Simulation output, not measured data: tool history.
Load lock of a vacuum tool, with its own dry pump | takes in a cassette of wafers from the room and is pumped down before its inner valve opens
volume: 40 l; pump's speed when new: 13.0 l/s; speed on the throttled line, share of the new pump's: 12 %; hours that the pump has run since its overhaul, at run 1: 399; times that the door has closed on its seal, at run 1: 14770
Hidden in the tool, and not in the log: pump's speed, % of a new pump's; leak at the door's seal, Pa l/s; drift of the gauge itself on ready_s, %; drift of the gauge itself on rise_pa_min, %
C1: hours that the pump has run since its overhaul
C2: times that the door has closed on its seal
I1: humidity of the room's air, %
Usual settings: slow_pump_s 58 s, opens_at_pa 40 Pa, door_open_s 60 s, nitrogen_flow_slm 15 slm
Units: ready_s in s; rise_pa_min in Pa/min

{"run": 1, "hour": 0.0, "slow_pump_s": 58, "opens_at_pa": 40, "door_open_s": 60, "nitrogen_flow_slm": 15, "C1": 399, "C2": 14770, "I1": 45.4, "ready_s": 75.2, "rise_pa_min": 0.081}
{"run": 2, "hour": 69.8, "slow_pump_s": 58, "opens_at_pa": 40, "door_open_s": 60, "nitrogen_flow_slm": 15, "C1": 469, "C2": 15085, "I1": 41.9, "ready_s": 74.7, "rise_pa_min": 0.084}
{"run": 3, "hour": 129.1, "slow_pump_s": 58, "opens_at_pa": 40, "door_open_s": 60, "nitrogen_flow_slm": 15, "C1": 528, "C2": 15352, "I1": 43.6, "ready_s": 74.7, "rise_pa_min": 0.089}
{"run": 4, "hour": 268.1, "slow_pump_s": 58, "opens_at_pa": 40, "door_open_s": 60, "nitrogen_flow_slm": 15, "C1": 667, "C2": 15978, "I1": 45.4, "ready_s": 75.3, "rise_pa_min": 0.089}
{"run": 5, "hour": 377.2, "slow_pump_s": 58, "opens_at_pa": 40, "door_open_s": 60, "nitrogen_flow_slm": 15, "C1": 777, "C2": 16470, "I1": 47.3, "ready_s": 75.5, "rise_pa_min": 0.099}
{"run": 6, "hour": 458.4, "slow_pump_s": 58, "opens_at_pa": 40, "door_open_s": 60, "nitrogen_flow_slm": 15, "C1": 858, "C2": 16836, "I1": 44.6, "ready_s": 74.6, "rise_pa_min": 0.092}
{"run": 7, "hour": 597.9, "slow_pump_s": 58, "opens_at_pa": 40, "door_open_s": 60, "nitrogen_flow_slm": 15, "C1": 997, "C2": 17464, "I1": 46.2, "ready_s": 74.7, "rise_pa_min": 0.097}
{"run": 8, "hour": 706.6, "slow_pump_s": 58, "opens_at_pa": 40, "door_open_s": 60, "nitrogen_flow_slm": 15, "C1": 1106, "C2": 17955, "I1": 47.8, "ready_s": 74.8, "rise_pa_min": 0.102}
{"run": 9, "hour": 793.4, "slow_pump_s": 58, "opens_at_pa": 40, "door_open_s": 60, "nitrogen_flow_slm": 15, "C1": 1193, "C2": 18346, "I1": 43.6, "ready_s": 74.7, "rise_pa_min": 0.104}
{"run": 10, "hour": 936.3, "slow_pump_s": 58, "opens_at_pa": 39, "door_open_s": 60, "nitrogen_flow_slm": 15, "C1": 1336, "C2": 18990, "I1": 48.9, "ready_s": 75.7, "rise_pa_min": 0.106}
{"run": 11, "hour": 1062.7, "slow_pump_s": 58, "opens_at_pa": 39, "door_open_s": 60, "nitrogen_flow_slm": 15, "C1": 1462, "C2": 19559, "I1": 44.3, "ready_s": 74.7, "rise_pa_min": 0.108}
{"run": 12, "hour": 1121.3, "slow_pump_s": 58, "opens_at_pa": 39, "door_open_s": 60, "nitrogen_flow_slm": 15, "C1": 1521, "C2": 19823, "I1": 43.2, "ready_s": 75.1, "rise_pa_min": 0.11}
{"run": 13, "hour": 1261.9, "slow_pump_s": 58, "opens_at_pa": 39, "door_open_s": 60, "nitrogen_flow_slm": 15, "C1": 1661, "C2": 20457, "I1": 42.6, "ready_s": 75, "rise_pa_min": 0.11}
{"run": 14, "hour": 1382.4, "slow_pump_s": 49, "opens_at_pa": 40, "door_open_s": 60, "nitrogen_flow_slm": 15, "C1": 1782, "C2": 21000, "I1": 45.6, "ready_s": 67.6, "rise_pa_min": 0.115}
{"run": 15, "hour": 1505.2, "slow_pump_s": 49, "opens_at_pa": 43, "door_open_s": 60, "nitrogen_flow_slm": 13, "C1": 1905, "C2": 21554, "I1": 48.4, "ready_s": 67.3, "rise_pa_min": 0.119}
{"run": 16, "hour": 1627.9, "slow_pump_s": 105, "opens_at_pa": 59, "door_open_s": 141, "nitrogen_flow_slm": 5, "C1": 2027, "C2": 22107, "I1": 45.1, "ready_s": 116.5, "rise_pa_min": 0.167}
{"run": 17, "hour": 1726.9, "slow_pump_s": 105, "opens_at_pa": 59, "door_open_s": 141, "nitrogen_flow_slm": 5, "C1": 2126, "C2": 22553, "I1": 48.1, "ready_s": 115.2, "rise_pa_min": 0.166}
{"run": 18, "hour": 1849.0, "slow_pump_s": 73, "opens_at_pa": 59, "door_open_s": 35, "nitrogen_flow_slm": 5, "C1": 2248, "C2": 23103, "I1": 44.6, "ready_s": 87.8, "rise_pa_min": 0.127}
{"run": 19, "hour": 1963.4, "slow_pump_s": 58, "opens_at_pa": 40, "door_open_s": 40, "nitrogen_flow_slm": 15, "C1": 2363, "C2": 23619, "I1": 43.8, "ready_s": 75.4, "rise_pa_min": 0.119}
{"run": 20, "hour": 2098.2, "slow_pump_s": 60, "opens_at_pa": 40, "door_open_s": 114, "nitrogen_flow_slm": 15, "C1": 2498, "C2": 24226, "I1": 47.1, "ready_s": 77.2, "rise_pa_min": 0.148}
{"run": 21, "hour": 2156.6, "slow_pump_s": 60, "opens_at_pa": 40, "door_open_s": 114, "nitrogen_flow_slm": 15, "C1": 2556, "C2": 24490, "I1": 48.4, "ready_s": 76.8, "rise_pa_min": 0.153}
{"run": 22, "hour": 2280.6, "slow_pump_s": 79, "opens_at_pa": 40, "door_open_s": 114, "nitrogen_flow_slm": 29, "C1": 2680, "C2": 25048, "I1": 45.1, "ready_s": 93.9, "rise_pa_min": 0.145}
{"run": 23, "hour": 2340.2, "slow_pump_s": 79, "opens_at_pa": 40, "door_open_s": 114, "nitrogen_flow_slm": 29, "C1": 2740, "C2": 25317, "I1": 44.4, "ready_s": 93.3, "rise_pa_min": 0.145}
{"run": 24, "hour": 2459.0, "slow_pump_s": 102, "opens_at_pa": 40, "door_open_s": 60, "nitrogen_flow_slm": 15, "C1": 2858, "C2": 25853, "I1": 47.6, "ready_s": 114.2, "rise_pa_min": 0.145}
{"run": 25, "hour": 2564.3, "slow_pump_s": 73, "opens_at_pa": 30, "door_open_s": 60, "nitrogen_flow_slm": 15, "C1": 2964, "C2": 26327, "I1": 47.5, "ready_s": 90, "rise_pa_min": 0.151}
{"run": 26, "hour": 2668.7, "slow_pump_s": 108, "opens_at_pa": 52, "door_open_s": 44, "nitrogen_flow_slm": 21, "C1": 3068, "C2": 26797, "I1": 43.7, "ready_s": 118.1, "rise_pa_min": 0.142}
{"run": 27, "hour": 2794.3, "slow_pump_s": 40, "opens_at_pa": 71, "door_open_s": 220, "nitrogen_flow_slm": 8, "C1": 3194, "C2": 27364, "I1": 42.8, "ready_s": 57.5, "rise_pa_min": 0.206}
{"run": 28, "hour": 2919.8, "slow_pump_s": 50, "opens_at_pa": 40, "door_open_s": 143, "nitrogen_flow_slm": 15, "C1": 3319, "C2": 27929, "I1": 44.7, "ready_s": 68.3, "rise_pa_min": 0.177}

Forecast each of these 4 alternatives for the next run:
{"run": "A", "hour": 3002.9, "slow_pump_s": 79, "opens_at_pa": 76, "door_open_s": 60, "nitrogen_flow_slm": 15, "C1": 3402, "C2": 28303, "I1": 45.3, "ready_s": "?", "rise_pa_min": "?"}
{"run": "B", "hour": 3002.9, "slow_pump_s": 43, "opens_at_pa": 34, "door_open_s": 143, "nitrogen_flow_slm": 15, "C1": 3402, "C2": 28303, "I1": 44.8, "ready_s": "?", "rise_pa_min": "?"}
{"run": "C", "hour": 3002.9, "slow_pump_s": 50, "opens_at_pa": 40, "door_open_s": 118, "nitrogen_flow_slm": 15, "C1": 3402, "C2": 28303, "I1": 43.3, "ready_s": "?", "rise_pa_min": "?"}
{"run": "D", "hour": 3002.9, "slow_pump_s": 50, "opens_at_pa": 55, "door_open_s": 38, "nitrogen_flow_slm": 8, "C1": 3402, "C2": 28303, "I1": 43.9, "ready_s": "?", "rise_pa_min": "?"}

run=A ready_s=91.7 rise_pa_min=0.156
run=B ready_s=63.2 rise_pa_min=0.183
run=C ready_s=68 rise_pa_min=0.173
run=D ready_s=67.2 rise_pa_min=0.153
Without the tool's hidden state the same runs would have given:
run=A ready_s=91.5 rise_pa_min=0.039
run=B ready_s=62.9 rise_pa_min=0.065
run=C ready_s=67.7 rise_pa_min=0.057
run=D ready_s=67 rise_pa_min=0.036

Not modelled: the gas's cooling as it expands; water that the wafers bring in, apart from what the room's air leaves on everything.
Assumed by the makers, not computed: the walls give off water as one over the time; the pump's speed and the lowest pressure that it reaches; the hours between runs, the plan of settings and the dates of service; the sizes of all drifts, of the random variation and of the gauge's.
